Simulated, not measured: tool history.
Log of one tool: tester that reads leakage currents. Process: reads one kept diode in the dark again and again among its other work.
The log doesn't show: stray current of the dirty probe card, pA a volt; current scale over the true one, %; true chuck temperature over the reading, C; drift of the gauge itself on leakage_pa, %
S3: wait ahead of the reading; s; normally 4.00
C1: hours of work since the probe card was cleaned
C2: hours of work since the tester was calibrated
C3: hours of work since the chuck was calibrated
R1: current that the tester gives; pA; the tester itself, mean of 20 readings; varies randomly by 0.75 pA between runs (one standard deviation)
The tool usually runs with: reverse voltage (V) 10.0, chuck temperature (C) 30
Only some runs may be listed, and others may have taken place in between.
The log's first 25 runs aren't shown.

{"hour": 3131.1, "done": "chuck's temperature calibrated"}
{"run": 26, "hour": 3154.0, "reverse voltage (V)": 10.0, "chuck temperature (C)": 43, "S3": 1.24, "C1": 345, "C2": 2468, "C3": 15, "R1": 695.89}
{"run": 27, "hour": 3310.3, "reverse voltage (V)": 1.9, "chuck temperature (C)": 25, "S3": 1.24, "C1": 447, "C2": 2570, "C3": 117, "R1": 67.12}
{"run": 28, "hour": 3435.2, "reverse voltage (V)": 1.9, "chuck temperature (C)": 35, "S3": 0.35, "C1": 528, "C2": 2652, "C3": 198, "R1": 151.09}
{"run": 29, "hour": 3512.7, "reverse voltage (V)": 1.9, "chuck temperature (C)": 25, "S3": 3.38, "C1": 579, "C2": 2702, "C3": 249, "R1": 67.97}
{"run": 30, "hour": 3631.0, "reverse voltage (V)": 1.9, "chuck temperature (C)": 25, "S3": 3.38, "C1": 656, "C2": 2780, "C3": 326, "R1": 68.67}
{"run": 31, "hour": 3760.6, "reverse voltage (V)": 10.0, "chuck temperature (C)": 25, "S3": 7.62, "C1": 741, "C2": 2864, "C3": 411, "R1": 182.98}
{"run": 32, "hour": 3862.0, "reverse voltage (V)": 1.4, "chuck temperature (C)": 30, "S3": 4.0, "C1": 807, "C2": 2930, "C3": 477, "R1": 87.64}
{"run": 33, "hour": 4029.6, "reverse voltage (V)": 1.4, "chuck temperature (C)": 29, "S3": 0.32, "C1": 916, "C2": 3040, "C3": 586, "R1": 82.95}
{"run": 34, "hour": 4123.9, "reverse voltage (V)": 1.4, "chuck temperature (C)": 29, "S3": 0.32, "C1": 978, "C2": 3101, "C3": 648, "R1": 83.72}
{"run": 35, "hour": 4242.4, "reverse voltage (V)": 1.4, "chuck temperature (C)": 29, "S3": 0.32, "C1": 1055, "C2": 3179, "C3": 725, "R1": 84.37}
{"run": 36, "hour": 4347.8, "reverse voltage (V)": 1.4, "chuck temperature (C)": 29, "S3": 1.17, "C1": 1124, "C2": 3247, "C3": 794, "R1": 84.09}
{"run": 37, "hour": 4443.5, "reverse voltage (V)": 1.4, "chuck temperature (C)": 29, "S3": 1.17, "C1": 1186, "C2": 3310, "C3": 857, "R1": 84.9}
{"hour": 4454.2, "done": "chuck's temperature calibrated"}
{"run": 38, "hour": 4567.3, "reverse voltage (V)": 4.6, "chuck temperature (C)": 43, "S3": 2.43, "C1": 1266, "C2": 3389, "C3": 74, "R1": 454.76}

3 ways to go on from here, each from the tool as it stands after run 38. What would each give?
{"run": "A", "hour": 4657.3, "reverse voltage (V)": 3.2, "chuck temperature (C)": 50, "S3": 4.2, "C1": 1325, "C2": 3448, "C3": 133, "R1": "?"}
{"run": "B", "hour": 4657.3, "reverse voltage (V)": 2.0, "chuck temperature (C)": 25, "S3": 8.63, "C1": 1325, "C2": 3448, "C3": 133, "R1": "?"}
{"run": "C", "hour": 4657.3, "reverse voltage (V)": 1.0, "chuck temperature (C)": 30, "S3": 1.15, "C1": 1325, "C2": 3448, "C3": 133, "R1": "?"}

run=A R1=616.67
run=B R1=71.11
run=C R1=70.90
With no hidden state in the tool, these same runs would have given:
run=A R1=608.13
run=B R1=66.81
run=C R1=68.59
